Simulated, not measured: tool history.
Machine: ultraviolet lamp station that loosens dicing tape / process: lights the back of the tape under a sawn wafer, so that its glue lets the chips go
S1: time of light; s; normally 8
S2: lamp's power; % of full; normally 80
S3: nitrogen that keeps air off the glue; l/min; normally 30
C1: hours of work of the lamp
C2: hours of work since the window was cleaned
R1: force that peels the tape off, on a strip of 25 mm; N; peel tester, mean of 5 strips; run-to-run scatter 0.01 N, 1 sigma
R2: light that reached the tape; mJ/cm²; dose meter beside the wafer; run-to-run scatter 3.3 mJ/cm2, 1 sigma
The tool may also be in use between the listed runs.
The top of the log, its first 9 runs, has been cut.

run,hour,S1,S2,S3,C1,C2,R1,R2
10,119.6,8,80,30,362,101,0.442,530
11,132.0,8,80,30,370,109,0.467,519
12,143.9,8,80,16,378,117,0.645,524
13,163.3,8,80,16,391,131,0.635,525
14,182.1,8,80,16,404,143,0.636,526
15,195.6,8,76,30,413,152,0.484,498
16,206.4,8,80,30,421,160,0.450,525
17,224.8,7,80,17,433,172,0.794,454
18,245.3,8,65,17,447,186,0.942,425
19,263.7,7,93,30,460,199,0.425,534
20,277.6,8,70,30,469,208,0.571,456
21,293.2,8,70,30,480,219,0.585,459
# hour 301.6: window cleaned of glue's vapour
22,304.4,8,89,19,487,2,0.462,576
23,326.1,8,89,19,502,17,0.454,581
24,336.0,12,84,24,509,23,0.243,819
25,358.2,12,84,24,524,39,0.243,825
26,368.0,14,79,44,530,45,0.212,903
27,389.1,14,79,44,545,60,0.206,904
28,404.2,14,79,44,555,70,0.195,896
29,423.0,15,74,44,568,83,0.212,910
30,445.6,6,65,13,583,98,1.743,318
31,461.3,6,65,13,594,109,1.790,318
32,475.8,11,91,16,604,119,0.282,817

Predict each of these 5 candidate next runs independently; none follows another, all start after run 32:
A,496.9,5,84,14,618,133,?,?
B,496.9,10,85,33,618,133,?,?
C,496.9,5,60,20,618,133,?,?
D,496.9,16,68,37,618,133,?,?
E,496.9,10,75,19,618,133,?,?

run,R1,R2
A,1.532,342
B,0.272,688
C,2.010,250
D,0.208,884
E,0.432,608
Take away the tool's hidden state, keep each run's random variation, and the runs would have read:
run,R1,R2
A,1.530,343
B,0.272,688
C,2.008,250
D,0.208,884
E,0.431,609
